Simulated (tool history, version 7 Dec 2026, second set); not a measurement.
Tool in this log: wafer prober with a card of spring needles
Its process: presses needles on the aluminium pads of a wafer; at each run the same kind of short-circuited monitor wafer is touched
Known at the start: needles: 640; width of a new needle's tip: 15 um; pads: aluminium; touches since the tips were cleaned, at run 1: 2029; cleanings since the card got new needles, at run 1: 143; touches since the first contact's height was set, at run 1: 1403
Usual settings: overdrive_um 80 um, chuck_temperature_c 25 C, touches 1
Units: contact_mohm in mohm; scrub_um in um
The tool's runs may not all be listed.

| run | hour | overdrive_um | chuck_temperature_c | touches | touches since the tips were cleaned | cleanings since the card got new needles | touches since the first contact's height was set | contact_mohm | scrub_um |
|---|---|---|---|---|---|---|---|---|---|
| 1 | 0.0 | 80 | 25 | 1 | 2029 | 143 | 1403 | 248 | 10.58 |
|  | 1.9 | tips cleaned on abrasive film |
|  | 9.1 | tips cleaned on abrasive film |
|  | 18.0 | tips cleaned on abrasive film |
| 2 | 18.8 | 80 | 25 | 1 | 284 | 146 | 7935 | 250 | 10.57 |
|  | 25.9 | tips cleaned on abrasive film |
|  | 34.9 | tips cleaned on abrasive film |
|  | 43.9 | tips cleaned on abrasive film |
| 3 | 46.8 | 80 | 51 | 1 | 1042 | 149 | 17700 | 257 | 10.56 |
|  | 52.2 | tips cleaned on abrasive film |
|  | 61.2 | tips cleaned on abrasive film |
|  | 68.5 | tips cleaned on abrasive film |
| 4 | 68.5 | 80 | 51 | 1 | 0 | 152 | 25248 | 260 | 10.61 |
|  | 75.7 | tips cleaned on abrasive film |
|  | 84.7 | tips cleaned on abrasive film |
|  | 93.6 | tips cleaned on abrasive film |
|  | 102.6 | tips cleaned on abrasive film |
| 5 | 104.8 | 80 | 78 | 1 | 791 | 156 | 37917 | 262 | 10.56 |
|  | 110.2 | tips cleaned on abrasive film |
|  | 119.2 | tips cleaned on abrasive film |
|  | 128.2 | tips cleaned on abrasive film |
|  | 137.1 | tips cleaned on abrasive film |
| 6 | 141.3 | 80 | 78 | 1 | 1468 | 160 | 50637 | 269 | 10.59 |
|  | 144.9 | tips cleaned on abrasive film |
|  | 153.8 | tips cleaned on abrasive film |
|  | 162.7 | tips cleaned on abrasive film |
| 7 | 166.6 | 80 | 69 | 1 | 1359 | 163 | 59461 | 267 | 10.60 |
|  | 170.2 | tips cleaned on abrasive film |
|  | 175.8 | height of the first contact set anew |
|  | 179.4 | tips cleaned on abrasive film |
|  | 188.4 | tips cleaned on abrasive film |
|  | 197.3 | tips cleaned on abrasive film |
| 8 | 201.5 | 97 | 69 | 1 | 1466 | 167 | 8967 | 260 | 12.76 |
|  | 205.1 | tips cleaned on abrasive film |
|  | 214.1 | tips cleaned on abrasive film |
| 9 | 220.3 | 97 | 69 | 1 | 2211 | 169 | 15537 | 262 | 12.84 |
|  | 222.2 | tips cleaned on abrasive film |
|  | 231.2 | tips cleaned on abrasive film |
|  | 240.1 | tips cleaned on abrasive film |
|  | 249.0 | tips cleaned on abrasive film |
|  | 258.0 | tips cleaned on abrasive film |
| 10 | 261.4 | 80 | 25 | 1 | 1205 | 174 | 29857 | 247 | 10.63 |
|  | 266.8 | tips cleaned on abrasive film |
|  | 275.8 | tips cleaned on abrasive film |
|  | 284.8 | tips cleaned on abrasive film |
|  | 292.9 | tips cleaned on abrasive film |
| 11 | 292.9 | 80 | 25 | 1 | 0 | 178 | 40811 | 254 | 10.61 |
|  | 300.1 | tips cleaned on abrasive film |
|  | 308.9 | tips cleaned on abrasive film |
|  | 316.1 | tips cleaned on abrasive film |
|  | 325.1 | tips cleaned on abrasive film |
|  | 332.8 | tips cleaned on abrasive film |
| 12 | 332.8 | 80 | 25 | 1 | 0 | 183 | 54720 | 251 | 10.60 |
|  | 341.8 | tips cleaned on abrasive film |
|  | 350.7 | tips cleaned on abrasive film |
| 13 | 350.9 | 80 | 25 | 1 | 61 | 185 | 61032 | 253 | 10.58 |
|  | 354.7 | height of the first contact set anew |
|  | 358.4 | tips cleaned on abrasive film |
|  | 367.2 | tips cleaned on abrasive film |
|  | 374.4 | tips cleaned on abrasive film |
|  | 383.4 | tips cleaned on abrasive film |
| 14 | 384.8 | 80 | 25 | 1 | 502 | 189 | 10466 | 247 | 10.59 |
|  | 392.0 | tips cleaned on abrasive film |
|  | 401.0 | tips cleaned on abrasive film |
|  | 409.9 | tips cleaned on abrasive film |
| 15 | 416.4 | 96 | 119 | 1 | 2284 | 192 | 21490 | 276 | 12.71 |
|  | 418.2 | tips cleaned on abrasive film |
|  | 427.2 | tips cleaned on abrasive film |
|  | 436.2 | tips cleaned on abrasive film |
|  | 445.0 | tips cleaned on abrasive film |
| 16 | 450.0 | 80 | 25 | 2 | 1763 | 196 | 33217 | 248 | 10.58 |
|  | 453.5 | tips cleaned on abrasive film |
|  | 462.5 | tips cleaned on abrasive film |
| 17 | 468.2 | 74 | 25 | 1 | 2015 | 198 | 39563 | 256 | 9.80 |
|  | 470.1 | tips cleaned on abrasive film |
|  | 479.0 | tips cleaned on abrasive film |
|  | 487.9 | tips cleaned on abrasive film |
|  | 496.9 | tips cleaned on abrasive film |
| 18 | 498.0 | 74 | 25 | 1 | 390 | 202 | 49928 | 253 | 9.73 |
|  | 505.2 | tips cleaned on abrasive film |
|  | 514.1 | tips cleaned on abrasive film |
| 19 | 518.6 | 74 | 25 | 1 | 1582 | 204 | 57135 | 251 | 9.81 |
|  | 522.3 | tips cleaned on abrasive film |
|  | 531.2 | tips cleaned on abrasive film |
|  | 533.3 | height of the first contact set anew |
|  | 540.5 | tips cleaned on abrasive film |
| 20 | 545.6 | 74 | 25 | 1 | 1791 | 207 | 4292 | 254 | 9.81 |
|  | 549.2 | tips cleaned on abrasive film |
|  | 556.4 | tips cleaned on abrasive film |
|  | 565.4 | tips cleaned on abrasive film |
| 21 | 568.4 | 67 | 66 | 2 | 1068 | 210 | 12235 | 265 | 8.88 |
|  | 573.8 | tips cleaned on abrasive film |
|  | 582.8 | tips cleaned on abrasive film |
|  | 591.2 | tips cleaned on abrasive film |
| 22 | 591.2 | 62 | 70 | 1 | 0 | 213 | 20166 | 265 | 8.22 |
|  | 600.1 | tips cleaned on abrasive film |
|  | 609.0 | tips cleaned on abrasive film |
| 23 | 612.7 | 84 | 33 | 1 | 1331 | 215 | 27705 | 251 | 11.14 |
|  | 616.4 | tips cleaned on abrasive film |
|  | 625.3 | tips cleaned on abrasive film |
|  | 634.3 | tips cleaned on abrasive film |
|  | 643.2 | tips cleaned on abrasive film |
|  | 650.9 | tips cleaned on abrasive film |
| 24 | 650.9 | 73 | 25 | 2 | 0 | 220 | 40994 | 248 | 9.65 |
|  | 658.1 | tips cleaned on abrasive film |
|  | 667.1 | tips cleaned on abrasive film |
|  | 674.3 | tips cleaned on abrasive film |
|  | 683.2 | tips cleaned on abrasive film |
|  | 692.2 | tips cleaned on abrasive film |
| 25 | 692.3 | 75 | 32 | 1 | 49 | 225 | 55419 | 253 | 9.90 |
|  | 699.5 | tips cleaned on abrasive film |
|  | 708.5 | tips cleaned on abrasive film |
|  | 712.3 | height of the first contact set anew |
|  | 717.7 | tips cleaned on abrasive film |
| 26 | 718.3 | 81 | 69 | 2 | 194 | 228 | 2069 | 264 | 10.74 |

5 options for the next run, each taken on its own from the tool as it stands now. Forecast them:
|  | 725.5 | tips cleaned on abrasive film |
|  | 734.4 | tips cleaned on abrasive film |
|  | 741.6 | tips cleaned on abrasive film |
| A | 745.5 | 80 | 45 | 1 | 1350 | 231 | 11545 | ? | ? |
|  | 725.5 | tips cleaned on abrasive film |
|  | 734.4 | tips cleaned on abrasive film |
|  | 741.6 | tips cleaned on abrasive film |
| B | 745.5 | 69 | 57 | 1 | 1350 | 231 | 11545 | ? | ? |
|  | 725.5 | tips cleaned on abrasive film |
|  | 734.4 | tips cleaned on abrasive film |
|  | 741.6 | tips cleaned on abrasive film |
| C | 745.5 | 65 | 70 | 3 | 1350 | 231 | 11545 | ? | ? |
|  | 725.5 | tips cleaned on abrasive film |
|  | 734.4 | tips cleaned on abrasive film |
|  | 741.6 | tips cleaned on abrasive film |
| D | 745.5 | 85 | 26 | 3 | 1350 | 231 | 11545 | ? | ? |
|  | 725.5 | tips cleaned on abrasive film |
|  | 734.4 | tips cleaned on abrasive film |
|  | 741.6 | tips cleaned on abrasive film |
| E | 745.5 | 62 | 69 | 2 | 1350 | 231 | 11545 | ? | ? |

| run | contact_mohm | scrub_um |
|---|---|---|
| A | 257 | 10.57 |
| B | 260 | 9.13 |
| C | 267 | 8.57 |
| D | 250 | 11.25 |
| E | 269 | 8.22 |
The same runs, with their run-to-run variation unchanged, on a tool lacking any hidden condition would have given:
| run | contact_mohm | scrub_um |
|---|---|---|
| A | 257 | 10.57 |
| B | 260 | 9.13 |
| C | 267 | 8.57 |
| D | 250 | 11.25 |
| E | 269 | 8.22 |
